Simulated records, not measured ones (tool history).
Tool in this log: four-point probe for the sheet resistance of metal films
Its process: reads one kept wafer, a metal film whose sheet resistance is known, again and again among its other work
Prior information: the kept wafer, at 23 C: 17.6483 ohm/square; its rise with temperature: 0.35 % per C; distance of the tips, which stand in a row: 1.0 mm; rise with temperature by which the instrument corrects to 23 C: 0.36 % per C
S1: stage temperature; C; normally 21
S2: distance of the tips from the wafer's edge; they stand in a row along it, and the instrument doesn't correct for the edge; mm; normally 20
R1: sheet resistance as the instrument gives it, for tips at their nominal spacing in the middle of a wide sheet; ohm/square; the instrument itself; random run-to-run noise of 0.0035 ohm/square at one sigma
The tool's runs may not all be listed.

{"run": 1, "day": 0.0, "S1": 21, "S2": 20, "R1": 17.611079}
{"run": 2, "day": 4.596, "S1": 21, "S2": 22, "R1": 17.604033}
{"run": 3, "day": 7.058, "S1": 21, "S2": 22, "R1": 17.600298}
{"run": 4, "day": 9.412, "S1": 26, "S2": 20, "R1": 17.594822}
{"run": 5, "day": 13.792, "S1": 26, "S2": 20, "R1": 17.588795}
{"run": 6, "day": 16.146, "S1": 32, "S2": 20, "R1": 17.583593}
{"day": 20.05, "done": "stage's thermometer calibrated"}
{"run": 7, "day": 20.608, "S1": 21, "S2": 10, "R1": 17.658057}
{"run": 8, "day": 23.708, "S1": 30, "S2": 20, "R1": 17.571757}
{"run": 9, "day": 28.254, "S1": 31, "S2": 28, "R1": 17.552933}
{"day": 30.446, "done": "stage's thermometer calibrated, once more"}
{"run": 10, "day": 31.992, "S1": 19, "S2": 27, "R1": 17.597719}
{"run": 11, "day": 34.258, "S1": 30, "S2": 69, "R1": 17.567625}

Each row is a separate what-if for the run after 11, all from the same tool condition, not one after another. Results?
{"run": "A", "day": 38.621, "S1": 34, "S2": 7, "R1": "?"}
{"run": "B", "day": 38.621, "S1": 28, "S2": 9, "R1": "?"}
{"run": "C", "day": 38.621, "S1": 32, "S2": 13, "R1": "?"}

run=A R1=17.751120
run=B R1=17.684160
run=C R1=17.619646
Had the tool no hidden state, the same runs would have come out as:
run=A R1=17.824773
run=B R1=17.757526
run=C R1=17.692788

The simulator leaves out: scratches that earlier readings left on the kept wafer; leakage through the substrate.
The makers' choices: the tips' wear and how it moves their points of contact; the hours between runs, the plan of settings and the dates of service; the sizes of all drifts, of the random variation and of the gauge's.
